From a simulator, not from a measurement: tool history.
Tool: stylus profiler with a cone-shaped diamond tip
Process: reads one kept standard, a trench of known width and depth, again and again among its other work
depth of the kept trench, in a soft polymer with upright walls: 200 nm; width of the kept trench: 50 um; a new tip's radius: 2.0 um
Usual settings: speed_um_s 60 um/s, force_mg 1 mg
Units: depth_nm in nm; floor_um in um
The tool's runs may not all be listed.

{"run": 1, "hour": 0.0, "speed_um_s": 60, "force_mg": 1, "depth_nm": 200.61, "floor_um": 47.75}
{"run": 2, "hour": 39.9, "speed_um_s": 178, "force_mg": 1, "depth_nm": 200.77, "floor_um": 46.9}
{"run": 3, "hour": 83.9, "speed_um_s": 178, "force_mg": 1, "depth_nm": 200.57, "floor_um": 46.87}
{"run": 4, "hour": 165.2, "speed_um_s": 178, "force_mg": 1, "depth_nm": 200.59, "floor_um": 46.85}
{"run": 5, "hour": 215.1, "speed_um_s": 178, "force_mg": 1, "depth_nm": 200.62, "floor_um": 46.85}
{"run": 6, "hour": 298.3, "speed_um_s": 178, "force_mg": 1, "depth_nm": 200.73, "floor_um": 46.83}
{"run": 7, "hour": 364.3, "speed_um_s": 178, "force_mg": 1, "depth_nm": 200.48, "floor_um": 46.81}
{"run": 8, "hour": 439.0, "speed_um_s": 60, "force_mg": 1, "depth_nm": 200.43, "floor_um": 47.8}
{"run": 9, "hour": 489.3, "speed_um_s": 60, "force_mg": 1, "depth_nm": 200.65, "floor_um": 47.8}
{"run": 10, "hour": 531.6, "speed_um_s": 163, "force_mg": 1, "depth_nm": 200.79, "floor_um": 46.95}
{"run": 11, "hour": 578.9, "speed_um_s": 163, "force_mg": 1, "depth_nm": 200.55, "floor_um": 46.97}
{"run": 12, "hour": 619.4, "speed_um_s": 17, "force_mg": 1, "depth_nm": 200.53, "floor_um": 48.15}
{"run": 13, "hour": 691.9, "speed_um_s": 17, "force_mg": 1, "depth_nm": 200.49, "floor_um": 48.12}
{"run": 14, "hour": 760.3, "speed_um_s": 17, "force_mg": 1, "depth_nm": 200.56, "floor_um": 48.15}
{"run": 15, "hour": 805.1, "speed_um_s": 60, "force_mg": 1, "depth_nm": 200.68, "floor_um": 47.79}
{"run": 16, "hour": 884.9, "speed_um_s": 23, "force_mg": 1, "depth_nm": 200.75, "floor_um": 48.05}
{"run": 17, "hour": 924.0, "speed_um_s": 23, "force_mg": 1, "depth_nm": 200.52, "floor_um": 48.06}
{"run": 18, "hour": 986.5, "speed_um_s": 23, "force_mg": 1, "depth_nm": 200.55, "floor_um": 48.11}
{"run": 19, "hour": 1053.5, "speed_um_s": 60, "force_mg": 1, "depth_nm": 200.6, "floor_um": 47.74}
{"run": 20, "hour": 1123.5, "speed_um_s": 60, "force_mg": 1, "depth_nm": 200.67, "floor_um": 47.74}
{"run": 21, "hour": 1159.9, "speed_um_s": 44, "force_mg": 0.95, "depth_nm": 200.76, "floor_um": 47.88}
{"run": 22, "hour": 1227.3, "speed_um_s": 186, "force_mg": 0.79, "depth_nm": 200.51, "floor_um": 46.61}
{"run": 23, "hour": 1267.9, "speed_um_s": 179, "force_mg": 0.79, "depth_nm": 200.74, "floor_um": 46.65}
{"run": 24, "hour": 1323.3, "speed_um_s": 179, "force_mg": 0.8, "depth_nm": 200.53, "floor_um": 46.67}
{"run": 25, "hour": 1399.9, "speed_um_s": 66, "force_mg": 2.29, "depth_nm": 200.94, "floor_um": 47.95}
{"hour": 1435.0, "done": "height scale calibrated on a step standard"}
{"run": 26, "hour": 1454.9, "speed_um_s": 36, "force_mg": 0.56, "depth_nm": 200.4, "floor_um": 47.86}
{"run": 27, "hour": 1535.0, "speed_um_s": 79, "force_mg": 1.54, "depth_nm": 200.73, "floor_um": 47.77}
{"run": 28, "hour": 1598.7, "speed_um_s": 79, "force_mg": 1.54, "depth_nm": 200.72, "floor_um": 47.68}
{"run": 29, "hour": 1678.6, "speed_um_s": 56, "force_mg": 1.72, "depth_nm": 201.05, "floor_um": 47.91}
{"run": 30, "hour": 1741.3, "speed_um_s": 105, "force_mg": 1.39, "depth_nm": 200.73, "floor_um": 47.49}
{"run": 31, "hour": 1807.7, "speed_um_s": 23, "force_mg": 1.82, "depth_nm": 201.14, "floor_um": 48.12}
{"run": 32, "hour": 1877.3, "speed_um_s": 60, "force_mg": 1.25, "depth_nm": 200.78, "floor_um": 47.85}
{"run": 33, "hour": 1956.4, "speed_um_s": 39, "force_mg": 1.36, "depth_nm": 200.79, "floor_um": 47.95}
{"run": 34, "hour": 2010.2, "speed_um_s": 39, "force_mg": 1.36, "depth_nm": 200.82, "floor_um": 47.96}
{"run": 35, "hour": 2087.0, "speed_um_s": 178, "force_mg": 1.31, "depth_nm": 200.83, "floor_um": 47.05}
{"run": 36, "hour": 2167.8, "speed_um_s": 42, "force_mg": 0.95, "depth_nm": 200.51, "floor_um": 47.91}
{"run": 37, "hour": 2213.0, "speed_um_s": 98, "force_mg": 0.88, "depth_nm": 200.6, "floor_um": 47.43}
{"run": 38, "hour": 2296.6, "speed_um_s": 98, "force_mg": 0.88, "depth_nm": 200.46, "floor_um": 47.44}
{"run": 39, "hour": 2357.6, "speed_um_s": 85, "force_mg": 0.5, "depth_nm": 200.43, "floor_um": 47.28}

Forecast each of these 3 alternatives for the next run:
{"run": "A", "hour": 2439.0, "speed_um_s": 60, "force_mg": 0.49, "depth_nm": "?", "floor_um": "?"}
{"run": "B", "hour": 2439.0, "speed_um_s": 82, "force_mg": 2.99, "depth_nm": "?", "floor_um": "?"}
{"run": "C", "hour": 2439.0, "speed_um_s": 85, "force_mg": 0.83, "depth_nm": "?", "floor_um": "?"}

run=A depth_nm=200.46 floor_um=47.62
run=B depth_nm=201.21 floor_um=47.86
run=C depth_nm=200.54 floor_um=47.51
Without the tool's hidden state the same runs would have given:
run=A depth_nm=200.45 floor_um=47.63
run=B depth_nm=201.21 floor_um=47.87
run=C depth_nm=200.53 floor_um=47.52

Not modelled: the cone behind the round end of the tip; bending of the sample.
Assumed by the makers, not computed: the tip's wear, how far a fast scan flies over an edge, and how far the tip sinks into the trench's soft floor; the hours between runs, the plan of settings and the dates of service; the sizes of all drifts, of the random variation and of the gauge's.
